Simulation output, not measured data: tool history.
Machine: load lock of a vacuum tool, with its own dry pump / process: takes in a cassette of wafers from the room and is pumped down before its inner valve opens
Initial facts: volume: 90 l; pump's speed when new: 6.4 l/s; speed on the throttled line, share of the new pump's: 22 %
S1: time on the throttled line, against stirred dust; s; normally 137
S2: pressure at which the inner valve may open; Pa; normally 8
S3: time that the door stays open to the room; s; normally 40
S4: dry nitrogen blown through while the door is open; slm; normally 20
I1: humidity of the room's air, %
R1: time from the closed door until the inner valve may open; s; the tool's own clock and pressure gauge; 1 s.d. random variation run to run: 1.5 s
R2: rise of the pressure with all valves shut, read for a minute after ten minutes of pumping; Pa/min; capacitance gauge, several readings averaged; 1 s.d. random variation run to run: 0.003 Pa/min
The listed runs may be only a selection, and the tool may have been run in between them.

run 1 hour=0.0 | S1=137 S2=8 S3=40 S4=20 | I1=43.2 | R1=241.5 R2=0.016
run 2 hour=151.8 | S1=137 S2=8 S3=40 S4=20 | I1=45.9 | R1=241.8 R2=0.016
run 3 hour=276.6 | S1=137 S2=8 S3=40 S4=20 | I1=45.2 | R1=240.7 R2=0.018
run 4 hour=387.9 | S1=137 S2=8 S3=40 S4=20 | I1=46.4 | R1=241.7 R2=0.017
run 5 hour=531.0 | S1=137 S2=8 S3=40 S4=20 | I1=42.6 | R1=238.7 R2=0.011
run 6 hour=612.6 | S1=137 S2=8 S3=40 S4=20 | I1=44.2 | R1=242.7 R2=0.015
run 7 hour=722.8 | S1=137 S2=8 S3=40 S4=20 | I1=47.8 | R1=241.3 R2=0.019
run 8 hour=804.5 | S1=137 S2=8 S3=40 S4=20 | I1=46.6 | R1=242.8 R2=0.015
run 9 hour=965.8 | S1=137 S2=8 S3=40 S4=20 | I1=44.0 | R1=243.9 R2=0.012
run 10 hour=1094.6 | S1=137 S2=8 S3=40 S4=20 | I1=44.3 | R1=238.0 R2=0.018
run 11 hour=1192.8 | S1=137 S2=8 S3=40 S4=20 | I1=42.6 | R1=242.6 R2=0.016
run 12 hour=1351.6 | S1=137 S2=8 S3=40 S4=20 | I1=46.7 | R1=240.0 R2=0.017
run 13 hour=1511.6 | S1=137 S2=8 S3=94 S4=20 | I1=43.8 | R1=241.7 R2=0.022
-- hour=1546.5 door's seal changed, seat wiped
run 14 hour=1671.8 | S1=137 S2=8 S3=94 S4=20 | I1=44.1 | R1=241.9 R2=0.027
run 15 hour=1798.1 | S1=137 S2=8 S3=94 S4=20 | I1=46.3 | R1=242.4 R2=0.020
run 16 hour=1879.5 | S1=82 S2=6 S3=46 S4=29 | I1=47.6 | R1=202.7 R2=0.013
run 17 hour=1963.6 | S1=82 S2=6 S3=46 S4=29 | I1=46.1 | R1=203.2 R2=0.013
run 18 hour=2073.3 | S1=82 S2=6 S3=46 S4=29 | I1=42.5 | R1=204.6 R2=0.006
run 19 hour=2199.8 | S1=82 S2=6 S3=46 S4=29 | I1=46.3 | R1=203.4 R2=0.019
run 20 hour=2307.6 | S1=127 S2=8 S3=232 S4=8 | I1=43.2 | R1=235.1 R2=0.034
run 21 hour=2442.0 | S1=127 S2=8 S3=54 S4=8 | I1=42.7 | R1=233.5 R2=0.015
run 22 hour=2575.9 | S1=122 S2=15 S3=71 S4=7 | I1=47.3 | R1=219.3 R2=0.023
run 23 hour=2667.7 | S1=137 S2=13 S3=26 S4=20 | I1=45.5 | R1=234.5 R2=0.016
run 24 hour=2782.1 | S1=137 S2=8 S3=26 S4=20 | I1=42.0 | R1=243.4 R2=0.016
run 25 hour=2962.1 | S1=221 S2=7 S3=57 S4=8 | I1=46.7 | R1=306.7 R2=0.022
run 26 hour=3148.9 | S1=100 S2=7 S3=31 S4=8 | I1=46.2 | R1=213.6 R2=0.022
run 27 hour=3303.4 | S1=69 S2=6 S3=30 S4=7 | I1=46.0 | R1=192.8 R2=0.019
run 28 hour=3456.5 | S1=138 S2=8 S3=170 S4=5 | I1=45.3 | R1=240.0 R2=0.033
run 29 hour=3576.3 | S1=137 S2=13 S3=40 S4=20 | I1=40.2 | R1=232.6 R2=0.014

Branching from run 29: 4 alternative next runs. What would each branch give?
run A hour=3684.3 | S1=137 S2=8 S3=150 S4=12 | I1=43.3 | R1=? R2=?
run B hour=3684.3 | S1=235 S2=13 S3=40 S4=20 | I1=43.5 | R1=? R2=?
run C hour=3684.3 | S1=241 S2=15 S3=40 S4=20 | I1=45.4 | R1=? R2=?
run D hour=3684.3 | S1=145 S2=8 S3=37 S4=4 | I1=47.1 | R1=? R2=?

run=A R1=242.8 R2=0.027
run=B R1=307.9 R2=0.020
run=C R1=310.8 R2=0.019
run=D R1=246.4 R2=0.020
Had the tool no hidden state, the same runs would have come out as:
run=A R1=242.7 R2=0.026
run=B R1=307.8 R2=0.020
run=C R1=310.8 R2=0.019
run=D R1=246.4 R2=0.020
